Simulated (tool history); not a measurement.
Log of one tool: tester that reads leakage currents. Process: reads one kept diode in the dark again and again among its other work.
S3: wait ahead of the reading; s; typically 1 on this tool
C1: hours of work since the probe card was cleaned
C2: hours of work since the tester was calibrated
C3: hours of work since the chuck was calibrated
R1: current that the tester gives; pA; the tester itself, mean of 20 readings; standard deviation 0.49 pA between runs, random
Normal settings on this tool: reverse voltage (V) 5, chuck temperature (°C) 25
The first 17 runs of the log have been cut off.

{"run": 18, "hour": 1980.9, "reverse voltage (V)": 2.16, "chuck temperature (°C)": 25, "S3": 1, "C1": 152, "C2": 1958, "C3": 216, "R1": 98.13}
{"hour": 2126.9, "done": "probe card cleaned and baked, once more"}
{"run": 19, "hour": 2140.0, "reverse voltage (V)": 2.16, "chuck temperature (°C)": 25, "S3": 1, "C1": 8, "C2": 2048, "C3": 306, "R1": 94.59}
{"run": 20, "hour": 2307.2, "reverse voltage (V)": 2.17, "chuck temperature (°C)": 38, "S3": 2.48, "C1": 104, "C2": 2145, "C3": 402, "R1": 318.16}
{"run": 21, "hour": 2379.7, "reverse voltage (V)": 2.17, "chuck temperature (°C)": 38, "S3": 2.48, "C1": 146, "C2": 2186, "C3": 444, "R1": 317.64}
{"run": 22, "hour": 2519.3, "reverse voltage (V)": 3.65, "chuck temperature (°C)": 26, "S3": 5.83, "C1": 226, "C2": 2267, "C3": 525, "R1": 139.02}
{"run": 23, "hour": 2628.5, "reverse voltage (V)": 5, "chuck temperature (°C)": 40, "S3": 1, "C1": 289, "C2": 2330, "C3": 587, "R1": 613.07}
{"run": 24, "hour": 2700.9, "reverse voltage (V)": 5, "chuck temperature (°C)": 40, "S3": 1, "C1": 331, "C2": 2371, "C3": 629, "R1": 607.62}
{"run": 25, "hour": 2865.2, "reverse voltage (V)": 5, "chuck temperature (°C)": 32, "S3": 1, "C1": 425, "C2": 2466, "C3": 724, "R1": 289.91}
{"run": 26, "hour": 3019.4, "reverse voltage (V)": 6.05, "chuck temperature (°C)": 25, "S3": 0.4, "C1": 514, "C2": 2555, "C3": 813, "R1": 166.26}
{"run": 27, "hour": 3149.7, "reverse voltage (V)": 6.05, "chuck temperature (°C)": 25, "S3": 0.4, "C1": 589, "C2": 2630, "C3": 888, "R1": 165.07}
{"run": 28, "hour": 3257.5, "reverse voltage (V)": 6.05, "chuck temperature (°C)": 25, "S3": 4.67, "C1": 651, "C2": 2692, "C3": 950, "R1": 163.52}
{"hour": 3280.2, "done": "tester calibrated"}
{"run": 29, "hour": 3386.6, "reverse voltage (V)": 6.05, "chuck temperature (°C)": 25, "S3": 4.67, "C1": 724, "C2": 61, "C3": 1023, "R1": 164.07}
{"run": 30, "hour": 3535.3, "reverse voltage (V)": 6.29, "chuck temperature (°C)": 25, "S3": 0.38, "C1": 810, "C2": 147, "C3": 1109, "R1": 167.71}
{"hour": 3644.8, "done": "chuck's temperature calibrated"}
{"run": 31, "hour": 3685.6, "reverse voltage (V)": 1.28, "chuck temperature (°C)": 21, "S3": 1.07, "C1": 895, "C2": 232, "C3": 23, "R1": 50.28}
{"run": 32, "hour": 3816.6, "reverse voltage (V)": 1.28, "chuck temperature (°C)": 21, "S3": 1.07, "C1": 971, "C2": 308, "C3": 99, "R1": 50.12}
{"run": 33, "hour": 3903.5, "reverse voltage (V)": 1.28, "chuck temperature (°C)": 21, "S3": 1.07, "C1": 1021, "C2": 358, "C3": 149, "R1": 49.72}
{"run": 34, "hour": 3998.3, "reverse voltage (V)": 5.34, "chuck temperature (°C)": 32, "S3": 8.12, "C1": 1075, "C2": 412, "C3": 204, "R1": 328.52}
{"run": 35, "hour": 4084.3, "reverse voltage (V)": 5.34, "chuck temperature (°C)": 32, "S3": 8.12, "C1": 1125, "C2": 462, "C3": 253, "R1": 326.3}
{"run": 36, "hour": 4252.5, "reverse voltage (V)": 5.34, "chuck temperature (°C)": 32, "S3": 8.12, "C1": 1222, "C2": 559, "C3": 350, "R1": 325.04}
{"run": 37, "hour": 4362.0, "reverse voltage (V)": 7.84, "chuck temperature (°C)": 26, "S3": 4.58, "C1": 1285, "C2": 622, "C3": 413, "R1": 230.64}
{"run": 38, "hour": 4457.7, "reverse voltage (V)": 7.84, "chuck temperature (°C)": 26, "S3": 3.38, "C1": 1340, "C2": 677, "C3": 468, "R1": 231.02}

Forecast each of these 5 alternatives for the next run:
{"hour": 4624.1, "done": "probe card cleaned and baked"}
{"run": "A", "hour": 4624.1, "reverse voltage (V)": 4.42, "chuck temperature (°C)": 26, "S3": 0.94, "C1": 0, "C2": 771, "C3": 562, "R1": "?"}
{"hour": 4624.1, "done": "probe card cleaned and baked"}
{"run": "B", "hour": 4624.1, "reverse voltage (V)": 10.79, "chuck temperature (°C)": 58, "S3": 1.38, "C1": 0, "C2": 771, "C3": 562, "R1": "?"}
{"hour": 4624.1, "done": "probe card cleaned and baked"}
{"run": "C", "hour": 4624.1, "reverse voltage (V)": 1.99, "chuck temperature (°C)": 29, "S3": 3.38, "C1": 0, "C2": 771, "C3": 562, "R1": "?"}
{"hour": 4624.1, "done": "probe card cleaned and baked"}
{"run": "D", "hour": 4624.1, "reverse voltage (V)": 16.56, "chuck temperature (°C)": 25, "S3": 1.25, "C1": 0, "C2": 771, "C3": 562, "R1": "?"}
{"hour": 4624.1, "done": "probe card cleaned and baked"}
{"run": "E", "hour": 4624.1, "reverse voltage (V)": 7.84, "chuck temperature (°C)": 28, "S3": 0.5, "C1": 0, "C2": 771, "C3": 562, "R1": "?"}

run=A R1=158.85
run=B R1=4447.02
run=C R1=132.56
run=D R1=311.32
run=E R1=269.63
Take away the tool's hidden state, keep each run's random variation, and the runs would have read:
run=A R1=165.68
run=B R1=4604.9
run=C R1=138.17
run=D R1=324.73
run=E R1=281.06
